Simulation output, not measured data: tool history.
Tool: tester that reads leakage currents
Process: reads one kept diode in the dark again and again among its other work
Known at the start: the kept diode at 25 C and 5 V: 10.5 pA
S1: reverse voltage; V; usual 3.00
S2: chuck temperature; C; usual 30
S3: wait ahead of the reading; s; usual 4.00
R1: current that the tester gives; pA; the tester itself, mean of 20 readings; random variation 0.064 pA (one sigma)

| run | hour | S1 | S2 | S3 | R1 |
|---|---|---|---|---|---|
| 1 | 0.0 | 3.00 | 30 | 4.00 | 13.08 |
| 2 | 138.2 | 3.71 | 30 | 4.00 | 14.65 |
| 3 | 258.2 | 3.71 | 30 | 4.00 | 14.72 |
| 4 | 342.8 | 3.71 | 30 | 4.00 | 14.55 |
| 5 | 517.9 | 3.71 | 30 | 4.00 | 14.63 |
| 6 | 676.5 | 7.27 | 30 | 4.00 | 20.70 |
| 7 | 843.1 | 5.75 | 30 | 4.00 | 18.48 |
| 8 | 1050.2 | 5.75 | 30 | 4.00 | 18.49 |
| 9 | 1195.4 | 3.00 | 30 | 4.06 | 13.10 |
| 10 | 1294.8 | 3.00 | 30 | 4.00 | 13.13 |
| 11 | 1386.9 | 3.00 | 30 | 4.00 | 13.19 |
| 12 | 1544.7 | 3.00 | 30 | 4.00 | 13.16 |
| 13 | 1721.5 | 3.00 | 30 | 4.00 | 13.19 |
| 14 | 1844.5 | 3.00 | 30 | 4.00 | 13.19 |
| 15 | 2028.1 | 3.00 | 30 | 4.00 | 13.08 |
| 16 | 2164.0 | 3.00 | 30 | 4.00 | 13.23 |
| 17 | 2291.3 | 3.00 | 30 | 4.00 | 13.22 |
| 18 | 2410.2 | 3.00 | 55 | 4.00 | 110.72 |
| 19 | 2524.0 | 3.00 | 55 | 4.00 | 111.17 |
| 20 | 2628.1 | 3.00 | 55 | 0.66 | 110.93 |
| 21 | 2806.9 | 2.63 | 52 | 7.46 | 81.33 |
| 22 | 2983.7 | 1.19 | 30 | 2.40 | 8.25 |
| 23 | 3161.0 | 3.00 | 28 | 3.97 | 11.01 |
| 24 | 3329.5 | 3.00 | 28 | 3.97 | 10.94 |
| 25 | 3465.4 | 12.56 | 28 | 3.97 | 23.06 |
| 26 | 3616.4 | 3.00 | 26 | 4.00 | 9.04 |
| 27 | 3805.8 | 8.43 | 26 | 5.05 | 15.46 |
| 28 | 3926.8 | 8.43 | 50 | 0.96 | 126.88 |
| 29 | 4068.8 | 1.36 | 30 | 4.00 | 8.86 |
| 30 | 4240.8 | 3.00 | 37 | 0.71 | 25.09 |
| 31 | 4351.6 | 4.45 | 53 | 0.71 | 116.59 |
| 32 | 4516.3 | 4.45 | 53 | 0.71 | 116.35 |
| 33 | 4627.8 | 3.00 | 24 | 1.89 | 7.69 |
| 34 | 4820.0 | 8.55 | 54 | 1.89 | 175.64 |
| 35 | 4977.5 | 8.55 | 54 | 1.89 | 175.35 |
| 36 | 5140.1 | 3.00 | 58 | 4.00 | 139.47 |
| 37 | 5224.2 | 2.35 | 28 | 0.65 | 10.14 |
| 38 | 5382.6 | 2.35 | 28 | 0.65 | 10.08 |
| 39 | 5557.9 | 3.00 | 47 | 4.00 | 58.29 |
| 40 | 5661.5 | 1.12 | 33 | 0.86 | 10.57 |

Not shown: 4 entries that the log had between the listed runs. Between which runs, and how does the tool's hidden state differ before and after?
Between runs 7 and 8: chuck's temperature calibrated (hour 965.5)
  no hidden state differs between the two runs
Between runs 20 and 21: chuck's temperature calibrated (hour 2770.7)
  no hidden state differs between the two runs
Between runs 22 and 23: tester calibrated (hour 3042.0)
  stray current of the dirty probe card, pA a volt: 0.022 -> 0.023
Between runs 32 and 33: chuck's temperature calibrated (hour 4579.7)
  no hidden state differs between the two runs
